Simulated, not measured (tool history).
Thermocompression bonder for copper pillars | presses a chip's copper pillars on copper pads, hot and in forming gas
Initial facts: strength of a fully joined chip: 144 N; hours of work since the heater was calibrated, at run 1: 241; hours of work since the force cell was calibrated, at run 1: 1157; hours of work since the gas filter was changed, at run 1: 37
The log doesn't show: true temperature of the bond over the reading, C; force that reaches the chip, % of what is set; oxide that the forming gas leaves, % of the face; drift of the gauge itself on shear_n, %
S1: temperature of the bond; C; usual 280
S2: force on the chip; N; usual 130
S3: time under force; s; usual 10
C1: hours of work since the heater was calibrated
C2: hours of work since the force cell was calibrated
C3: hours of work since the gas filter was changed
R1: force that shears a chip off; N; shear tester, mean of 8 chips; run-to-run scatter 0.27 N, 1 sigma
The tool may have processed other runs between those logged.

| run | day | S1 | S2 | S3 | C1 | C2 | C3 | R1 |
|---|---|---|---|---|---|---|---|---|
| 1 | 0.000 | 280 | 130 | 10 | 241 | 1157 | 37 | 53.5 |
| 2 | 1.250 | 280 | 130 | 21 | 263 | 1178 | 58 | 70.1 |
| 3 | 2.283 | 280 | 130 | 21 | 280 | 1196 | 76 | 70.6 |
| 4 | 3.046 | 280 | 130 | 10 | 293 | 1209 | 89 | 53.5 |
| 5 | 4.008 | 277 | 130 | 10 | 310 | 1225 | 105 | 52.0 |
| 6 | 5.396 | 280 | 130 | 10 | 333 | 1249 | 129 | 53.7 |
| 7 | 6.404 | 280 | 130 | 10 | 350 | 1266 | 146 | 53.3 |
| 8 | 8.062 | 309 | 184 | 10 | 379 | 1294 | 174 | 89.7 |
| 9 | 9.279 | 309 | 95 | 11 | 399 | 1315 | 195 | 62.2 |
| 10 | 10.892 | 309 | 95 | 11 | 427 | 1342 | 222 | 61.6 |
| 11 | 12.108 | 309 | 95 | 11 | 447 | 1363 | 243 | 62.7 |

Branching from run 11: 4 alternative next runs. What would each branch give?
| A | 12.908 | 309 | 125 | 6 | 461 | 1376 | 257 | ? |
| B | 12.908 | 295 | 114 | 5 | 461 | 1376 | 257 | ? |
| C | 12.908 | 265 | 84 | 8 | 461 | 1376 | 257 | ? |
| D | 12.908 | 259 | 95 | 11 | 461 | 1376 | 257 | ? |

| run | R1 |
|---|---|
| A | 60.0 |
| B | 43.8 |
| C | 27.9 |
| D | 32.8 |
Had the tool no hidden state, the same runs would have come out as:
| run | R1 |
|---|---|
| A | 60.0 |
| B | 43.8 |
| C | 27.9 |
| D | 32.9 |
